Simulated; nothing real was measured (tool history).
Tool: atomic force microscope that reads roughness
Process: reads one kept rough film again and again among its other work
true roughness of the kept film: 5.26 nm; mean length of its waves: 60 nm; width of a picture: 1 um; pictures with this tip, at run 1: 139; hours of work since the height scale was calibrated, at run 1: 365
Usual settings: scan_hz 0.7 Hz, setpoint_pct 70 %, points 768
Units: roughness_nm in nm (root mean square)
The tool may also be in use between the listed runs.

run     day  scan_hz  setpoint_pct  points  pictures with this tip  hours of work since the height scale was calibrated  roughness_nm
  1       0      0.7            70     768                     139                                                  365         4.508
  2   0.708      0.7            70     768                     169                                                  374         4.457
  3   1.092      0.7            70     341                     185                                                  379         4.407
  4   1.754      0.7            70     341                     212                                                  387         4.345
  5    2.25      0.7            70     341                     233                                                  393         4.348
      2.617  -- new tip fitted
  6   3.108      0.7            70     341                      20                                                  404         4.745
  7   3.758      0.7            70     768                      47                                                  412         4.722
  8   4.117      0.7            70     768                      62                                                  416         4.662
  9   4.504      0.7            70     768                      78                                                  421         4.599
 10   4.879      0.7            70     377                      94                                                  426         4.599
 11   5.383      0.7            70     377                     115                                                  432         4.539
 12   6.104      0.7            70     377                     144                                                  441         4.513
 13   6.708      0.7            70     377                     170                                                  449         4.438
 14   7.446      0.7            70     377                     200                                                  458         4.361
 15   7.962      0.7            70     768                     222                                                  465         4.387
      8.592  -- new tip fitted
 16   8.658      0.7            70     768                       2                                                  473         4.793
 17   9.196     0.66            70     768                      25                                                  480         4.766
 18   9.671      0.7            70     768                      45                                                  486         4.736
 19  10.075    1.358            70     768                      61                                                  491         4.544
 20    10.8    1.701            65     483                      91                                                  500         4.505
 21  11.396    1.095            70     768                     116                                                  508         4.482
 22  12.242    0.676            55     768                     151                                                  518         4.542
 23  12.683    1.503            70     768                     169                                                  524         4.309
 24  13.292      0.7            77     668                     195                                                  532         4.322
 25  13.712      0.7            77     668                     212                                                  537         4.315
 26  14.312    1.853            58     863                     237                                                  544         4.284
     14.583  -- new tip fitted
 27  14.729    1.853            58     863                       6                                                  549         4.735
 28  15.146    1.062            70     744                      23                                                  555         4.687
 29  15.825     0.84            81     327                      52                                                  563         4.531
 30  16.621     0.84            79     709                      85                                                  573         4.476
 31   17.15    3.353            56     709                     107                                                  580         4.463
 32  17.662    2.486            63     709                     128                                                  586          4.38
 33  18.508    2.634            73     780                     163                                                  597         4.069
 34  19.012     2.38            57     296                     184                                                  603         4.326
 35  19.829     2.95            70     641                     218                                                  614             4
 36  20.479     2.95            70     641                     245                                                  622         3.923

4 ways to go on from here, each from the tool as it stands after run 36. What would each give?
     20.546  -- new tip fitted
  A  20.862     2.95            76     641                      13                                                  626             ?
     20.546  -- new tip fitted
  B  20.862    1.315            70     688                      13                                                  626             ?
     20.546  -- new tip fitted
  C  20.862      0.7            68     768                      13                                                  626             ?
     20.546  -- new tip fitted
  D  20.862     0.75            69     927                      13                                                  626             ?

run  roughness_nm
  A         4.255
  B         4.672
  C         4.798
  D         4.795
Without the tool's hidden state the same runs would have given:
run  roughness_nm
  A         4.306
  B         4.728
  C         4.855
  D         4.852
